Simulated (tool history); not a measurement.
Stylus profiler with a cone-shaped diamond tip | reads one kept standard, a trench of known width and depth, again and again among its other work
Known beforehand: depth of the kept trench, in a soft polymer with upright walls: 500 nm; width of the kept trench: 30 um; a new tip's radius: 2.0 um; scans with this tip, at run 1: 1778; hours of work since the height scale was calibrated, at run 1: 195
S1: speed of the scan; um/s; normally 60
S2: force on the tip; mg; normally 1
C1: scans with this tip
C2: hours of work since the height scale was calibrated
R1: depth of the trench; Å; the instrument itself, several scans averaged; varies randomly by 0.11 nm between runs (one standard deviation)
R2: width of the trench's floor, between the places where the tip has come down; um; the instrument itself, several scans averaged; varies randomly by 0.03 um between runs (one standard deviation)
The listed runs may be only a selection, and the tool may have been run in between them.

run,hour,S1,S2,C1,C2,R1,R2
1,0,60,1,1778,195,5022.7,27.09
2,32,60,0.83,1935,212,5018.1,27.03
3,59.3,60,0.83,2070,227,5015.8,26.99
4,91.3,60,1,2227,244,5020.7,27.05
5,116.1,60,1,2349,257,5020.2,27.02
6,162.1,21,1,2575,282,5018.5,27.18
7,214.2,21,1,2832,310,5019.5,27.1
8,251,21,1,3013,330,5019.9,27.1
9,285.6,21,1,3183,349,5016.7,27.07
10,339.7,60,0.39,3449,378,5005.9,26.88
11,384.9,60,0.39,3672,402,5005,26.77
12,413.2,201,1,3811,417,5018.2,26.51
13,441.6,201,1,3951,433,5017.8,26.42
14,496.1,60,1,4219,462,5017.3,26.83
15,525.5,60,1,4364,478,5016,26.84
16,547.6,60,1,4472,490,5017.3,26.86
17,581.2,60,1,4637,508,5014.1,26.9
18,607.9,60,0.41,4769,522,5005.6,26.73
19,648.7,60,0.41,4969,544,5004.6,26.66

Predict the results of run 20:
20,676.2,60,0.41,5105,559,?,?

Run 20 yielded R1 5004.6 Å, R2 26.67 um.
Without the tool's hidden state the same run would have given R1 5013.1 Å, R2 27.05 um.
